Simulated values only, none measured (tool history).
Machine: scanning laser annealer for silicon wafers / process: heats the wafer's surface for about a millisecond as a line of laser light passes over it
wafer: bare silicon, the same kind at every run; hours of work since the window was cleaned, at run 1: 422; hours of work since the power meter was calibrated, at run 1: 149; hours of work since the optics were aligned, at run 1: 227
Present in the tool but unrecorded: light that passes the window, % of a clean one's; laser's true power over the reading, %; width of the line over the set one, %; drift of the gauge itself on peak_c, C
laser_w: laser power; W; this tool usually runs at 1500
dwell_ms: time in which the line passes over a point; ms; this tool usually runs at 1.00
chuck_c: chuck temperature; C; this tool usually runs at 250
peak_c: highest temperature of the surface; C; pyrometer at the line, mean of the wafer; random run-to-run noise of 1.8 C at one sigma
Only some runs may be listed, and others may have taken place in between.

run,hour,laser_w,dwell_ms,chuck_c,hours of work since the window was cleaned,hours of work since the power meter was calibrated,hours of work since the optics were aligned,peak_c
1,0.0,1500,1.00,250,422,149,227,998
2,4.8,1500,0.79,250,425,152,230,921
3,13.4,1500,0.79,235,431,157,235,910
4,17.7,1500,1.00,250,433,160,238,998
5,26.7,1500,1.00,250,439,166,243,1000
# hour 29.4: window over the wafer cleaned
6,38.9,1500,1.00,255,6,172,250,988
7,43.6,1500,1.00,250,9,175,253,984
# hour 52.1: window over the wafer cleaned, once more
8,53.6,1500,1.00,250,1,180,258,1020
9,59.6,1500,1.00,250,5,184,261,1017
10,66.0,1527,1.00,250,9,188,265,1034
11,70.3,1527,1.00,250,11,190,268,1037
12,75.3,1346,1.06,268,14,193,271,959
13,81.9,1645,1.13,244,18,197,275,1149

Run 14, settings as shown, results not yet in. Your forecast:
14,87.4,1645,1.13,244,22,201,278,?

{"run 14": {"peak_c": 1147}}
The same run, on a tool lacking any hidden state, would have yielded peak_c 1156 C.

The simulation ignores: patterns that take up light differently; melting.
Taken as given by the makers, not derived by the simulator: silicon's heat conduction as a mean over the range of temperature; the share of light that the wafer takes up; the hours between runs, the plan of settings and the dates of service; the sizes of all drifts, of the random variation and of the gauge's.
